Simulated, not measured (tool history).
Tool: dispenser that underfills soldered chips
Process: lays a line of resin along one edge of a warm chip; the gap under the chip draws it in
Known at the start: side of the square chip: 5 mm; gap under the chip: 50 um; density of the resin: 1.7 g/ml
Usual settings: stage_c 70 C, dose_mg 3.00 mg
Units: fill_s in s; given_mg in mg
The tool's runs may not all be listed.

run	day	stage_c	dose_mg	fill_s	given_mg
1	0.000	70	3.00	63.1	2.91
# day 0.058: new syringe of resin
2	0.162	70	3.00	47.1	2.90
3	0.312	70	3.00	58.5	2.88
# day 0.429: new syringe of resin
4	0.558	70	3.00	48.1	2.86
5	0.688	70	2.87	59.1	2.76
# day 0.804: new syringe of resin
6	0.829	70	2.87	41.7	2.76
7	1.012	70	3.00	53.7	2.90
# day 1.075: dispensing valve cleaned and set on the balance
# day 1.208: new syringe of resin
8	1.292	70	2.76	44.5	2.74
9	1.542	70	3.00	63.7	3.00
# day 1.588: new syringe of resin
10	1.788	70	3.00	53.7	3.00
# day 1.950: new syringe of resin
11	1.975	70	3.00	41.2	3.00
12	2.117	70	3.00	51.9	3.00
13	2.271	68	3.00	70.6	2.98
# day 2.325: new syringe of resin
14	2.412	68	3.00	48.9	2.98
15	2.571	63	2.53	77.4	2.52
# day 2.692: new syringe of resin
16	2.762	79	3.45	30.5	3.42
17	2.988	84	3.57	37.2	3.53
# day 3.062: new syringe of resin
18	3.138	68	2.52	51.1	2.46
19	3.388	84	3.00	40.2	2.91
# day 3.438: new syringe of resin
20	3.571	80	3.16	34.2	3.11
# day 3.812: new syringe of resin
21	3.817	59	3.67	57.1	3.64
22	3.992	70	2.96	51.3	2.90
23	4.142	65	3.55	76.2	3.49
# day 4.188: new syringe of resin
24	4.350	55	3.00	88.8	2.99
25	4.525	71	3.80	62.1	3.74
# day 4.562: new syringe of resin
26	4.742	71	3.80	48.9	3.75
# day 4.925: new syringe of resin
27	4.933	81	3.30	25.8	3.23

Hidden state or all else? Some run-to-run changes of fill_s, split into what the settings, what came in and random variation would give without the hidden state, and what is left for the hidden state (with any gauge scatter that isn't in both results):
The hidden state here: resin's viscosity, % of fresh resin's; dose that the valve gives, % of what is set; true chip temperature over the reading, C; drift of the gauge itself on fill_s, %; drift of the gauge itself on given_mg, %.
Run 13 -> 14: new syringe of resin. fill_s -21.7 s: hidden state -21.7, all else +0.0.
Run 14 -> 15: stage_c 68 -> 63, dose_mg 3.00 -> 2.53. fill_s +28.5 s: hidden state +18.0, all else +10.5.
Run 15 -> 16: stage_c 63 -> 79, dose_mg 2.53 -> 3.45, new syringe of resin. fill_s -46.9 s: hidden state -20.6, all else -26.3.
